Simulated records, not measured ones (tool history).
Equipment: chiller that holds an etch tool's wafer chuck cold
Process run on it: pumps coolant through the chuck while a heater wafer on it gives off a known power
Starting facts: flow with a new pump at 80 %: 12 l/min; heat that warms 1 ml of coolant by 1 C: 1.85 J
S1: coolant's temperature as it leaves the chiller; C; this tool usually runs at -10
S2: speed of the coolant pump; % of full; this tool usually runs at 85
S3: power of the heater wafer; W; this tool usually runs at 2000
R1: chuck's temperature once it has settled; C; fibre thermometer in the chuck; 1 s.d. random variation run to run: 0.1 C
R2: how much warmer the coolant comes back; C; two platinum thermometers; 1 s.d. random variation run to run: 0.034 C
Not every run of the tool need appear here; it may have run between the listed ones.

run 1 hour=0.0 | S1=-10 S2=85 S3=2000 | R1=10.8 R2=5.03
run 2 hour=16.0 | S1=-10 S2=85 S3=2395 | R1=15.1 R2=6.06
run 3 hour=43.8 | S1=-14 S2=85 S3=2000 | R1=7.0 R2=5.04
run 4 hour=71.7 | S1=-7 S2=85 S3=2000 | R1=13.9 R2=5.08
run 5 hour=96.6 | S1=-7 S2=85 S3=2000 | R1=14.1 R2=5.07
run 6 hour=125.6 | S1=-7 S2=85 S3=2000 | R1=14.0 R2=5.04
run 7 hour=156.0 | S1=-7 S2=85 S3=2000 | R1=14.0 R2=5.04
run 8 hour=172.6 | S1=-7 S2=85 S3=2000 | R1=14.1 R2=5.11
run 9 hour=201.1 | S1=-7 S2=85 S3=2000 | R1=14.0 R2=5.03
run 10 hour=233.0 | S1=-7 S2=85 S3=2000 | R1=13.9 R2=5.08
run 11 hour=249.6 | S1=-10 S2=85 S3=2000 | R1=11.2 R2=5.05
run 12 hour=266.3 | S1=-10 S2=85 S3=2000 | R1=11.1 R2=5.10
run 13 hour=291.6 | S1=-10 S2=85 S3=2000 | R1=11.1 R2=5.03
run 14 hour=311.0 | S1=-10 S2=85 S3=2000 | R1=10.8 R2=5.11
run 15 hour=337.6 | S1=-10 S2=85 S3=2000 | R1=11.1 R2=5.07
run 16 hour=350.8 | S1=-10 S2=85 S3=2000 | R1=11.0 R2=5.10
run 17 hour=368.2 | S1=-10 S2=85 S3=2000 | R1=11.0 R2=5.10
run 18 hour=383.1 | S1=-15 S2=87 S3=2000 | R1=5.7 R2=4.98
run 19 hour=409.3 | S1=-10 S2=96 S3=2386 | R1=12.8 R2=5.26
run 20 hour=427.1 | S1=-5 S2=69 S3=2779 | R1=29.8 R2=8.88
run 21 hour=441.3 | S1=-3 S2=96 S3=2000 | R1=16.2 R2=4.40
run 22 hour=468.7 | S1=-3 S2=96 S3=2000 | R1=16.1 R2=4.39
run 23 hour=505.4 | S1=-15 S2=71 S3=1020 | R1=-2.7 R2=3.20
run 24 hour=520.3 | S1=-13 S2=67 S3=1384 | R1=4.4 R2=4.60
run 25 hour=543.5 | S1=-13 S2=87 S3=1595 | R1=3.6 R2=3.93
run 26 hour=572.9 | S1=-14 S2=87 S3=2427 | R1=10.9 R2=5.95
run 27 hour=591.2 | S1=-14 S2=74 S3=2427 | R1=14.6 R2=7.13
run 28 hour=621.9 | S1=-10 S2=81 S3=2757 | R1=20.2 R2=7.36
run 29 hour=636.8 | S1=-1 S2=74 S3=1676 | R1=18.8 R2=4.92
run 30 hour=661.8 | S1=-13 S2=74 S3=2404 | R1=15.4 R2=7.09
run 31 hour=687.5 | S1=-13 S2=74 S3=2404 | R1=15.5 R2=7.04

The log once held 2 entries between its listed runs, left out of this copy. Where does each go, and what is different about the tool's unlogged condition between the listed run before it and the listed run after it?
Between runs 14 and 15: coolant pump overhauled (hour 317.6)
  flow at a given pump speed, % of a new pump's: 99.5 -> 99.4
  measured value less the no-hidden-state value, R1: +1.2 -> +1.3 C; R2: +0.03 -> +0.03 C
Between runs 22 and 23: coolant pump overhauled, once more (hour 485.0)
  heat passed by the chuck's channels, % of clean ones': 92.4 -> 92.3; flow at a given pump speed, % of a new pump's: 99.2 -> 100.2
  measured value less the no-hidden-state value, R1: +1.3 -> +0.6 C; R2: +0.04 -> -0.01 C

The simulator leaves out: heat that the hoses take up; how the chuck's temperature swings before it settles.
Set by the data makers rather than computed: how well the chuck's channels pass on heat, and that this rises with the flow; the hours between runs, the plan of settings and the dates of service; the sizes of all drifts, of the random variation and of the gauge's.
